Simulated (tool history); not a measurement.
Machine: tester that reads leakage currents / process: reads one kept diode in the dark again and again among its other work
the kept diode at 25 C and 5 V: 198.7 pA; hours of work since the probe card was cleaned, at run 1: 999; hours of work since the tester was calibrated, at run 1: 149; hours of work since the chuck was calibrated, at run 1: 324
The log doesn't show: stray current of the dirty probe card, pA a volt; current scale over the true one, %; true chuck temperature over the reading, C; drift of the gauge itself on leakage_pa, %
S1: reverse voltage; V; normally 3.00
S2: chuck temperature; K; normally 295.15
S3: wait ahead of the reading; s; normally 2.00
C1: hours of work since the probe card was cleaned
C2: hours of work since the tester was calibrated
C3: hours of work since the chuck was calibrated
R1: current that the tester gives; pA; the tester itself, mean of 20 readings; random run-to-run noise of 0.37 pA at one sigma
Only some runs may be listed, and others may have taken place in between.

run,hour,S1,S2,S3,C1,C2,C3,R1
1,0.0,3.00,295.15,2.00,999,149,324,122.27
2,84.9,3.00,295.15,2.00,1040,190,365,121.98
3,162.7,8.20,295.15,2.00,1077,228,402,190.27
4,237.6,3.00,295.15,4.78,1114,264,438,122.41
5,283.9,3.00,295.15,4.78,1136,286,461,121.92
# hour 299.0: probe card cleaned and baked
6,325.2,3.00,304.15,2.00,13,305,479,270.10
7,367.0,3.00,295.15,2.00,33,325,500,121.37
8,411.3,3.00,295.15,0.39,54,346,521,121.53
9,470.4,3.00,303.15,2.00,83,375,550,247.51
10,515.9,1.32,295.15,2.00,105,397,572,84.50
11,572.1,7.24,295.15,2.00,132,424,599,174.93
12,618.7,3.00,295.15,2.00,154,447,621,120.45
13,669.9,3.00,295.15,2.00,179,471,646,120.56
14,717.2,3.00,295.15,2.00,202,494,669,120.98
15,785.4,3.00,295.15,2.00,235,527,702,119.88
16,873.0,3.00,295.15,2.00,277,569,744,119.92
17,945.4,12.11,304.15,7.26,312,604,779,489.31
18,990.7,12.11,302.15,7.26,334,626,801,409.88
19,1036.3,1.49,302.15,2.12,356,648,823,164.87
20,1086.8,6.67,329.15,2.62,381,673,847,2799.81
21,1122.8,6.67,329.15,2.62,398,690,865,2794.12
22,1179.5,18.45,295.15,0.60,425,717,892,267.35
23,1254.9,1.60,295.15,0.86,462,754,928,91.17
24,1340.5,1.20,295.15,2.00,503,795,970,79.98
# hour 1411.9: chuck's temperature calibrated
25,1413.5,13.35,295.15,2.00,537,830,1,236.46
26,1465.8,13.35,295.15,2.00,563,855,26,234.72
27,1509.7,13.35,295.15,2.00,584,876,47,235.56
28,1573.2,13.35,324.15,2.00,615,907,78,2630.82
29,1654.5,13.35,324.15,2.00,654,946,117,2628.05
30,1725.6,3.00,295.15,0.98,688,980,152,123.32

3 options for the next run, each taken on its own from the tool as it stands now. Forecast them:
A,1766.7,3.00,294.15,3.66,708,1000,171,?
B,1766.7,7.19,295.15,9.45,708,1000,171,?
C,1766.7,1.48,296.15,0.75,708,1000,171,?

run,R1
A,111.51
B,179.61
C,98.71
Stripped of hidden state, with their random variation kept, the same runs would have yielded:
run,R1
A,110.81
B,177.92
C,98.36
